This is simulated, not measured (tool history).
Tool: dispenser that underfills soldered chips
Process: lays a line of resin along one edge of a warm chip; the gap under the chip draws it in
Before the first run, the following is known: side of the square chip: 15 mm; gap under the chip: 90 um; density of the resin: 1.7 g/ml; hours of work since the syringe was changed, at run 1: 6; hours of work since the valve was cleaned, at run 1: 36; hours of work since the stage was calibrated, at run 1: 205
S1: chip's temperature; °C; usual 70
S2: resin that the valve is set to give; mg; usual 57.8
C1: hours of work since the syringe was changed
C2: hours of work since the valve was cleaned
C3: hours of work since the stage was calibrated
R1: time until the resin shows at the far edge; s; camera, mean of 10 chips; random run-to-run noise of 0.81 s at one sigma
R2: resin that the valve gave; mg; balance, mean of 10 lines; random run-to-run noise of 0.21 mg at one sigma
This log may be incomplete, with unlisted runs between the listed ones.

run   hour  S1    S2  C1  C2   C3     R1     R2
  1      0  70  57.8   6  36  205  109.5   56.4
       4.2  -- new syringe of resin
  2    5.8  70  57.8   1  40  209   78.4  56.46
  3   13.2  70  57.8   6  45  214  116.5  56.02
      16.2  -- dispensing valve cleaned and set on the balance
      17.5  -- new syringe of resin
  4   20.9  70  57.8   3   3  219   84.7  56.98
  5   28.2  70  57.8   8   8  224  126.1  57.26
      30.1  -- new syringe of resin
  6   34.5  70  57.8   3  13  228   91.3   57.3
      42.7  -- new syringe of resin
  7   42.7  70  57.8   0  18  234   71.9   56.9
  8   49.2  70  57.8   5  23  239  102.1  56.57
      55.6  -- new syringe of resin
  9   58.8  70  73.1   2  30  245   84.5  71.57
 10   65.1  70  53.8   7  34  250  120.3  52.17
      67.8  -- new syringe of resin
 11     70  70  57.8   2  38  253     80  56.13
      80.2  -- new syringe of resin
 12   80.2  70  57.8   0  45  260   73.1  55.73
      84.1  -- dispensing valve cleaned and set on the balance
 13   91.4  70  57.8   7   5  268  124.9  57.58
      93.9  -- new syringe of resin
 14    102  69  67.3   6  13  275  114.8  67.22
     106.3  -- new syringe of resin
 15  106.8  67  72.6   0  16  278   80.1  72.13
 16  115.5  84    61   7  22  285   73.5   60.2
     118.7  -- new syringe of resin
 17  122.9  58  57.3   3  27  290  138.1  56.51
     131.2  -- new syringe of resin
 18  131.2  84  74.1   0  33  295   44.3  72.35
 19  139.1  56  71.2   6  39  301  183.6  69.69
     143.9  -- new syringe of resin
 20  146.9  84  67.8   2  44  306   52.2  65.91
     151.6  -- dispensing valve cleaned and set on the balance
 21  154.2  84  67.8   7   2  311   75.3  67.82
     157.5  -- new syringe of resin
 22  162.1  75  52.6   3   7  316   78.3  52.36
 23  168.7  75  52.6   8  12  321    110  52.13
     170.1  -- new syringe of resin
 24  173.3  82  68.2   2  15  324   55.4  67.31

Below are 3 alternative next runs, each starting from the tool's condition after run 24. Predict each:
  A  179.2  85  51.1   7  19  329   ?   ?
  B  179.2  78  51.8   7  19  329   ?   ?
  C  179.2  66  57.7   7  19  329   ?   ?

run    R1     R2
  A  72.3  50.57
  B  89.8  51.22
  C   134  56.72
Stripped of hidden state, with their random variation kept, the same runs would have yielded:
run    R1     R2
  A  46.9  51.23
  B  58.4  51.89
  C  87.5  57.46
